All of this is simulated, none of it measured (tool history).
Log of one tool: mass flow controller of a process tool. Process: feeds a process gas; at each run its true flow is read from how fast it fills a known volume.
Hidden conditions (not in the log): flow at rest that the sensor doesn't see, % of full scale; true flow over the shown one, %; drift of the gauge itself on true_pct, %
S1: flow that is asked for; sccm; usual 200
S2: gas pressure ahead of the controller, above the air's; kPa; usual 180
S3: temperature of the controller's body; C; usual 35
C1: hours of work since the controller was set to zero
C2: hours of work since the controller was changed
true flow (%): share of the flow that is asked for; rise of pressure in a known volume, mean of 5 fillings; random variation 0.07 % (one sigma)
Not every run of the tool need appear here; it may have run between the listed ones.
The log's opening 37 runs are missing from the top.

Run 38, hour 2494.8: usual settings but S1 84 sccm, S2 241 kPa, S3 26 C; C1 1063; C2 1063. Result: true flow (%) 97.28.
Run 39, hour 2534.6: usual settings but S1 56 sccm, S2 143 kPa, S3 28 C; C1 1076; C2 1076. Result: true flow (%) 96.34.
Run 40, hour 2593.1: usual settings but S1 158 sccm, S2 210 kPa, S3 28 C; C1 1094; C2 1094. Result: true flow (%) 97.51.
Run 41, hour 2652.6: usual settings but S1 158 sccm, S2 210 kPa, S3 28 C; C1 1112; C2 1112. Result: true flow (%) 97.65.
Run 42, hour 2746: usual settings but S3 24 C; C1 1141; C2 1141. Result: true flow (%) 98.33.
Run 43, hour 2798.2: usual settings but S1 220 sccm, S2 205 kPa, S3 32 C; C1 1158; C2 1158. Result: true flow (%) 97.77.
Run 44, hour 2893.2: usual settings but S1 54 sccm, S2 205 kPa, S3 28 C; C1 1187; C2 1187. Result: true flow (%) 96.29.
Run 45, hour 2933.9: usual settings but S1 142 sccm, S2 231 kPa; C1 1200; C2 1200. Result: true flow (%) 96.8.
Run 46, hour 3021.2: usual settings but S1 84 sccm, S2 142 kPa; C1 1227; C2 1227. Result: true flow (%) 95.84.
Run 47, hour 3094.9: usual settings but S1 84 sccm, S2 142 kPa; C1 1250; C2 1250. Result: true flow (%) 96.03.

5 ways to go on from here, each from the tool as it stands after run 47. What would each give?
Run A, hour 3158.9: usual settings but S1 65 sccm, S2 142 kPa; C1 1270; C2 1270. Result: true flow (%) ?.
Run B, hour 3158.9: usual settings but S1 75 sccm, S2 185 kPa, S3 31 C; C1 1270; C2 1270. Result: true flow (%) ?.
Run C, hour 3158.9: usual settings but S1 84 sccm, S2 260 kPa; C1 1270; C2 1270. Result: true flow (%) ?.
Run D, hour 3158.9: usual settings but S1 350 sccm, S2 246 kPa, S3 36 C; C1 1270; C2 1270. Result: true flow (%) ?.
Run E, hour 3158.9: usual settings but S1 223 sccm, S2 165 kPa, S3 32 C; C1 1270; C2 1270. Result: true flow (%) ?.

run  true flow (%)
  A          95.36
  B           96.3
  C           96.3
  D          98.49
  E          97.69
With no hidden state in the tool, these same runs would have given:
run  true flow (%)
  A          95.69
  B          96.51
  C          96.43
  D          98.07
  E          97.37

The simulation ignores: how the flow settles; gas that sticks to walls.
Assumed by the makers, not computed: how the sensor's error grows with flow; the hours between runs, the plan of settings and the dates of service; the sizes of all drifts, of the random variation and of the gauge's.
